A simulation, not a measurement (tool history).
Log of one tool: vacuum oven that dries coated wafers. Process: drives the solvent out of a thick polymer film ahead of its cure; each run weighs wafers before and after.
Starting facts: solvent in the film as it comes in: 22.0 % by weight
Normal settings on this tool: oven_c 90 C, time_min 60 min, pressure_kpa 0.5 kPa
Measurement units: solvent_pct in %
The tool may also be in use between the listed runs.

Run 1, hour 0: usual settings. Result: solvent_pct 2.91 %.
Run 2, hour 10.7: usual settings but time_min 49 min. Result: solvent_pct 3.96 %.
Run 3, hour 21.8: usual settings. Result: solvent_pct 2.91 %.
Run 4, hour 33.1: usual settings. Result: solvent_pct 2.81 %.
Run 5, hour 40.7: usual settings. Result: solvent_pct 2.89 %.
Run 6, hour 50.7: usual settings. Result: solvent_pct 2.88 %.
Run 7, hour 64: usual settings. Result: solvent_pct 2.96 %.
Run 8, hour 70.9: usual settings. Result: solvent_pct 2.92 %.
Run 9, hour 81: usual settings. Result: solvent_pct 3.01 %.
Run 10, hour 88.7: usual settings but time_min 89 min. Result: solvent_pct 1.52 %.
Run 11, hour 101.1: usual settings but time_min 89 min. Result: solvent_pct 1.47 %.
Run 12, hour 110.7: usual settings but time_min 89 min. Result: solvent_pct 1.46 %.
Run 13, hour 118.1: usual settings but time_min 89 min. Result: solvent_pct 1.44 %.
Run 14, hour 130.3: usual settings but time_min 89 min. Result: solvent_pct 1.48 %.
Run 15, hour 136.5: usual settings but time_min 89 min. Result: solvent_pct 1.43 %.
Run 16, hour 144.6: usual settings but time_min 89 min. Result: solvent_pct 1.42 %.
Run 17, hour 155.8: usual settings but time_min 89 min. Result: solvent_pct 1.43 %.
Run 18, hour 166.2: usual settings but time_min 89 min. Result: solvent_pct 1.45 %.
Run 19, hour 175.7: usual settings. Result: solvent_pct 2.92 %.
Run 20, hour 182.8: usual settings but pressure_kpa 1.26 kPa. Result: solvent_pct 3.52 %.
Run 21, hour 190.1: usual settings but pressure_kpa 1.26 kPa. Result: solvent_pct 3.55 %.
Run 22, hour 198.3: usual settings but pressure_kpa 1.26 kPa. Result: solvent_pct 3.56 %.
Run 23, hour 210.7: usual settings but time_min 40 min, pressure_kpa 1.26 kPa. Result: solvent_pct 5.71 %.
Run 24, hour 224: usual settings but time_min 40 min, pressure_kpa 1.26 kPa. Result: solvent_pct 5.85 %.
Run 25, hour 233.1: usual settings but time_min 40 min, pressure_kpa 1.26 kPa. Result: solvent_pct 5.72 %.
Run 26, hour 246.7: usual settings but oven_c 84 C, time_min 40 min, pressure_kpa 0.737 kPa. Result: solvent_pct 7.25 %.
Run 27, hour 256: usual settings but oven_c 84 C, time_min 40 min, pressure_kpa 0.737 kPa. Result: solvent_pct 7.22 %.
Run 28, hour 269.5: usual settings but oven_c 84 C, time_min 62 min, pressure_kpa 0.451 kPa. Result: solvent_pct 4.4 %.
Run 29, hour 275.4: usual settings but oven_c 100 C, time_min 32 min, pressure_kpa 0.451 kPa. Result: solvent_pct 3.83 %.
Run 30, hour 281.8: usual settings but oven_c 81 C, time_min 45 min, pressure_kpa 0.253 kPa. Result: solvent_pct 7 %.
Run 31, hour 289.3: usual settings but time_min 35 min, pressure_kpa 0.293 kPa. Result: solvent_pct 5.92 %.
Run 32, hour 297.9: usual settings but oven_c 76 C, pressure_kpa 0.938 kPa. Result: solvent_pct 7.57 %.
Run 33, hour 303.8: usual settings but oven_c 92 C, pressure_kpa 0.787 kPa. Result: solvent_pct 2.68 %.
Run 34, hour 314.1: usual settings but oven_c 92 C, pressure_kpa 0.787 kPa. Result: solvent_pct 2.87 %.
Run 35, hour 325.3: usual settings but oven_c 92 C, pressure_kpa 0.787 kPa. Result: solvent_pct 2.79 %.
Run 36, hour 339.1: usual settings but oven_c 86 C, time_min 51 min, pressure_kpa 1.314 kPa. Result: solvent_pct 5.49 %.
Run 37, hour 352.1: usual settings but time_min 36 min, pressure_kpa 0.804 kPa. Result: solvent_pct 6.2 %.
Run 38, hour 360.1: usual settings but time_min 36 min, pressure_kpa 0.804 kPa. Result: solvent_pct 6.03 %.
Run 39, hour 371.7: usual settings but oven_c 94 C, time_min 92 min, pressure_kpa 0.804 kPa. Result: solvent_pct 1.2 %.
Run 40, hour 380: usual settings but oven_c 75 C, time_min 31 min. Result: solvent_pct 11.09 %.
Run 41, hour 392.5: usual settings but oven_c 86 C, time_min 34 min, pressure_kpa 1.371 kPa. Result: solvent_pct 8.13 %.
Run 42, hour 405.7: usual settings but oven_c 81 C, time_min 42 min, pressure_kpa 0.535 kPa. Result: solvent_pct 7.76 %.
Run 43, hour 418.9: usual settings but pressure_kpa 1.141 kPa. Result: solvent_pct 3.61 %.
Run 44, hour 425.2: usual settings but oven_c 102 C, pressure_kpa 1.141 kPa. Result: solvent_pct 1.31 %.
Run 45, hour 433.4: usual settings but oven_c 102 C, pressure_kpa 1.141 kPa. Result: solvent_pct 1.35 %.
Run 46, hour 439.3: usual settings but oven_c 84 C, time_min 58 min. Result: solvent_pct 4.82 %.

Here are 3 independent what-if runs from the current tool condition. What would each one return?
Run A, hour 448: usual settings but oven_c 83 C, time_min 34 min, pressure_kpa 0.39 kPa. Result: solvent_pct ?.
Run B, hour 448: usual settings but oven_c 94 C, time_min 44 min. Result: solvent_pct ?.
Run C, hour 448: usual settings but oven_c 85 C. Result: solvent_pct ?.

run  solvent_pct
  A         8.45
  B         3.52
  C         4.36
With the hidden condition removed and each run's random variation left untouched, the same runs would have given:
run  solvent_pct
  A         8.34
  B         3.43
  C         4.23

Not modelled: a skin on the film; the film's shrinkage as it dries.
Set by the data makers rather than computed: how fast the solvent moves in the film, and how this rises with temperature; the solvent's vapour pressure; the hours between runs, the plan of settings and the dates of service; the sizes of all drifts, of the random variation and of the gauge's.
